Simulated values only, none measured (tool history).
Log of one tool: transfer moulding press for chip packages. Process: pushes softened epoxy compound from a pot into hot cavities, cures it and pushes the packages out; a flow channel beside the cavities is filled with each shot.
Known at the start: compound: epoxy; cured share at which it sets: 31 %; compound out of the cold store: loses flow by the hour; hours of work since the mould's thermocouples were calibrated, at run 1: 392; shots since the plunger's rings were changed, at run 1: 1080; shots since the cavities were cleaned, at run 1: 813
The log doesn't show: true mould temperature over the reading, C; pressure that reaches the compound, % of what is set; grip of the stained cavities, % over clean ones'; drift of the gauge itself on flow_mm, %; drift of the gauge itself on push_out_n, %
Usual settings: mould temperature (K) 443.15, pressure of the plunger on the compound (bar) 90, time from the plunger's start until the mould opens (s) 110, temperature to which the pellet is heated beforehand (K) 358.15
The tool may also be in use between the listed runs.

run,hour,mould temperature (K),pressure of the plunger on the compound (bar),time from the plunger's start until the mould opens (s),temperature to which the pellet is heated beforehand (K),hours of work since the mould's thermocouples were calibrated,shots since the plunger's rings were changed,shots since the cavities were cleaned,incoming compound's hours out of the cold store,length that the compound runs in the flow channel (mm),greatest force on the pins that push the packages out (N)
1,0,443.15,90,110,358.15,392,1080,813,22.7,754,362
# hour 38: cavities cleaned with cleaning compound and waxed
2,49.9,443.15,90,110,358.15,414,1426,86,36.5,695,312
3,91.8,443.15,90,110,358.15,434,1725,385,34.9,706,331
4,120.6,443.15,90,110,358.15,447,1930,590,46.4,657,334
# hour 169.9: mould's thermocouples calibrated
5,175.8,443.15,90,110,354.15,3,2311,971,33,708,349
# hour 192: cavities cleaned with cleaning compound and waxed
6,204.8,443.15,90,110,354.15,15,2507,91,36.9,695,329
7,244.9,443.15,90,110,354.15,34,2794,378,12,812,339
# hour 287.7: plunger's sealing rings changed
8,287.7,443.15,90,110,354.15,52,0,666,18.5,770,348
9,342.1,443.15,90,110,354.15,77,388,1054,43.2,671,328
# hour 347.4: cavities cleaned with cleaning compound and waxed
10,389.2,443.15,90,110,354.15,98,714,299,35.2,700,339
11,421.3,443.15,90,110,350.15,112,943,528,40.9,682,338
12,475.4,443.15,90,110,350.15,137,1330,915,30,726,350
# hour 498: cavities cleaned with cleaning compound and waxed
13,505.3,443.15,90,110,350.15,150,1532,52,12,807,368
14,560.5,443.15,90,110,350.15,175,1927,447,20,773,358
15,603.6,443.15,90,110,350.15,195,2235,755,22.8,758,351
# hour 652.7: cavities cleaned with cleaning compound and waxed
16,657.5,448.15,80,104,361.15,219,2609,34,38.5,635,293
17,719.2,448.15,80,104,361.15,247,3050,475,12.6,745,291
# hour 725.9: plunger's sealing rings changed
18,755.6,448.15,80,104,361.15,263,212,717,34.6,653,288
19,783,443.15,90,90,362.15,275,408,913,15.6,790,523
# hour 810: cavities cleaned with cleaning compound and waxed
20,848.1,443.15,90,90,362.15,304,862,272,28.6,729,461
21,881.8,447.15,90,149,362.15,319,1103,513,20.7,752,264
22,934,450.15,90,90,358.15,343,1476,886,26.8,727,334
# hour 963.6: cavities cleaned with cleaning compound and waxed
23,969.6,443.15,96.9,110,358.15,359,1719,42,19.9,799,330
24,1031.7,437.15,109.8,110,358.15,387,2163,486,45.6,749,469
25,1080.4,441.15,90,137,358.15,410,2511,834,40.3,684,297
# hour 1114.6: cavities cleaned with cleaning compound and waxed
26,1145,443.15,81,126,367.15,438,2962,217,38.9,649,293
# hour 1165.8: plunger's sealing rings changed
27,1181.4,443.15,81,126,367.15,454,111,459,20.6,726,282

Forecast each of these 5 alternatives for the next run:
# hour 1214.9: mould's thermocouples calibrated
A,1220.2,443.15,108.2,126,357.15,2,374,722,18.8,?,?
# hour 1214.9: mould's thermocouples calibrated
B,1220.2,443.15,96.5,104,359.15,2,374,722,9.9,?,?
# hour 1214.9: mould's thermocouples calibrated
C,1220.2,437.15,105.4,126,359.15,2,374,722,8.5,?,?
# hour 1214.9: mould's thermocouples calibrated
D,1220.2,449.15,81,114,367.15,2,374,722,19.3,?,?
# hour 1214.9: mould's thermocouples calibrated
E,1220.2,443.15,86.4,98,358.15,2,374,722,23.7,?,?

run,length that the compound runs in the flow channel (mm),greatest force on the pins that push the packages out (N)
A,849,290
B,851,384
C,910,412
D,713,288
E,738,429
Without the tool's hidden state the same runs would have given:
run,length that the compound runs in the flow channel (mm),greatest force on the pins that push the packages out (N)
A,849,285
B,851,378
C,911,405
D,713,283
E,738,422
